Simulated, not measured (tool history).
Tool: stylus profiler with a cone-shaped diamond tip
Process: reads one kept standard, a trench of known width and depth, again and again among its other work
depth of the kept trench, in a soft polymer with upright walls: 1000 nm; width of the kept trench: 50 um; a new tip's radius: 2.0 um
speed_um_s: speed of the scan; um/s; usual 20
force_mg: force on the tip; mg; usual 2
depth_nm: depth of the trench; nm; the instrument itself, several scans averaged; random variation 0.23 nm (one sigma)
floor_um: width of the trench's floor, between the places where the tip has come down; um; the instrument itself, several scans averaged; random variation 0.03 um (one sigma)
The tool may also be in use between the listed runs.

{"run": 1, "hour": 0.0, "speed_um_s": 20, "force_mg": 2, "depth_nm": 1012.53, "floor_um": 45.27}
{"run": 2, "hour": 98.2, "speed_um_s": 20, "force_mg": 2, "depth_nm": 1012.42, "floor_um": 45.16}
{"run": 3, "hour": 194.1, "speed_um_s": 20, "force_mg": 1.55, "depth_nm": 1010.26, "floor_um": 44.92}
{"run": 4, "hour": 240.6, "speed_um_s": 20, "force_mg": 1.55, "depth_nm": 1010.23, "floor_um": 44.78}
{"run": 5, "hour": 284.6, "speed_um_s": 20, "force_mg": 1.55, "depth_nm": 1010.12, "floor_um": 44.84}
{"run": 6, "hour": 384.0, "speed_um_s": 20, "force_mg": 2, "depth_nm": 1012.18, "floor_um": 44.65}
{"run": 7, "hour": 461.9, "speed_um_s": 20, "force_mg": 2, "depth_nm": 1012.05, "floor_um": 44.49}
{"run": 8, "hour": 511.4, "speed_um_s": 20, "force_mg": 4.64, "depth_nm": 1022.15, "floor_um": 44.43}
{"run": 9, "hour": 614.6, "speed_um_s": 20, "force_mg": 4.64, "depth_nm": 1021.8, "floor_um": 44.27}
{"run": 10, "hour": 693.8, "speed_um_s": 20, "force_mg": 4.64, "depth_nm": 1021.68, "floor_um": 44.15}
{"run": 11, "hour": 780.2, "speed_um_s": 20, "force_mg": 2, "depth_nm": 1011.38, "floor_um": 44.04}
{"run": 12, "hour": 834.0, "speed_um_s": 20, "force_mg": 2, "depth_nm": 1011.06, "floor_um": 43.98}
{"run": 13, "hour": 902.7, "speed_um_s": 20, "force_mg": 2, "depth_nm": 1011.49, "floor_um": 43.91}
{"run": 14, "hour": 969.2, "speed_um_s": 20, "force_mg": 2, "depth_nm": 1011.04, "floor_um": 43.76}
{"run": 15, "hour": 1018.9, "speed_um_s": 20, "force_mg": 2, "depth_nm": 1011.03, "floor_um": 43.71}
{"run": 16, "hour": 1086.5, "speed_um_s": 20, "force_mg": 2, "depth_nm": 1010.53, "floor_um": 43.62}
{"run": 17, "hour": 1148.6, "speed_um_s": 20, "force_mg": 0.75, "depth_nm": 1003.95, "floor_um": 43.47}
{"run": 18, "hour": 1200.9, "speed_um_s": 12, "force_mg": 2, "depth_nm": 1010.55, "floor_um": 43.5}
{"run": 19, "hour": 1272.4, "speed_um_s": 12, "force_mg": 2, "depth_nm": 1010.44, "floor_um": 43.49}
{"run": 20, "hour": 1331.9, "speed_um_s": 12, "force_mg": 2, "depth_nm": 1010.61, "floor_um": 43.37}
{"run": 21, "hour": 1420.2, "speed_um_s": 20, "force_mg": 2, "depth_nm": 1010.5, "floor_um": 43.18}
{"run": 22, "hour": 1506.9, "speed_um_s": 20, "force_mg": 2, "depth_nm": 1009.76, "floor_um": 43.11}

The next listed run, before its measurement:
{"run": 23, "hour": 1570.2, "speed_um_s": 30, "force_mg": 2, "depth_nm": "?", "floor_um": "?"}

{"run 23": {"depth_nm": 1009.94, "floor_um": 42.95}}
Without the tool's hidden state the same run would have given depth_nm 1013.37 nm, floor_um 46.33 um.
